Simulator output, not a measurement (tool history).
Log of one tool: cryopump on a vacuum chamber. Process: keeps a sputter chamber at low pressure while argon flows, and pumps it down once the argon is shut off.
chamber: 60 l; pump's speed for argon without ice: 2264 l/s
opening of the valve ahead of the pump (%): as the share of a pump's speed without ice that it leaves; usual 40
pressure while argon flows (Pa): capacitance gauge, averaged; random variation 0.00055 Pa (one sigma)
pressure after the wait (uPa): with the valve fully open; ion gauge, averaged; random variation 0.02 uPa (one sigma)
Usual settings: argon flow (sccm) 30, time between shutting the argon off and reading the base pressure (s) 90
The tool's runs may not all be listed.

run   hour  argon flow (sccm)  time between shutting the argon off and reading the base pressure (s)  opening of the valve ahead of the pump (%)  pressure while argon flows (Pa)  pressure after the wait (uPa)
  1    0.0                 30                                                                     90                                          40                           0.0574                           1.05
  2   16.7                 30                                                                     90                                          40                           0.0564                           0.99
  3   37.8                 30                                                                     90                                          40                           0.0574                           1.02
      46.9  -- leaking fittings of the chamber tightened, without venting
  4   54.2                 30                                                                     90                                          40                           0.0577                           0.30
  5   71.0                 30                                                                     90                                          40                           0.0574                           0.34
  6   80.0                 30                                                                    240                                          40                           0.0574                           0.17
  7   98.5                 30                                                                    240                                          40                           0.0576                           0.21
  8  117.3                 30                                                                    240                                          40                           0.0590                           0.20
  9  133.1                 30                                                                    240                                          40                           0.0587                           0.24
 10  146.5                 30                                                                    240                                          40                           0.0590                           0.23
 11  158.3                 30                                                                    240                                          40                           0.0574                           0.21
 12  178.7                 20                                                                     23                                          51                           0.0305                           0.82
 13  192.4                 30                                                                     90                                          21                           0.1096                           0.31
 14  209.1                 30                                                                     90                                          21                           0.1094                           0.35
 15  221.3                 30                                                                     90                                          21                           0.1101                           0.33
 16  241.7                 37                                                                     90                                          28                           0.1036                           0.34
 17  256.4                 14                                                                     25                                          35                           0.0302                           0.72
 18  270.3                 14                                                                     25                                          35                           0.0308                           0.78
 19  285.4                 14                                                                     25                                          35                           0.0319                           0.78
 20  300.7                 29                                                                    246                                          20                           0.1112                           0.25
 21  316.8                 37                                                                    246                                          20                           0.1412                           0.29
 22  325.9                 13                                                                     35                                          35                           0.0295                           0.60

Forecast each of these 5 alternatives for the next run:
  A  346.9                 35                                                                    232                                          42                                ?                              ?
  B  346.9                 30                                                                     41                                          40                                ?                              ?
  C  346.9                 30                                                                     90                                          58                                ?                              ?
  D  346.9                 30                                                                     21                                          27                                ?                              ?
  E  346.9                 30                                                                     53                                          40                                ?                              ?

run  pressure while argon flows (Pa)  pressure after the wait (uPa)
  A                           0.0670                           0.26
  B                           0.0596                           0.56
  C                           0.0427                           0.35
  D                           0.0872                           0.90
  E                           0.0598                           0.48
Without the tool's hidden state the same runs would have given:
run  pressure while argon flows (Pa)  pressure after the wait (uPa)
  A                           0.0618                           0.19
  B                           0.0551                           0.49
  C                           0.0383                           0.27
  D                           0.0828                           0.83
  E                           0.0554                           0.41
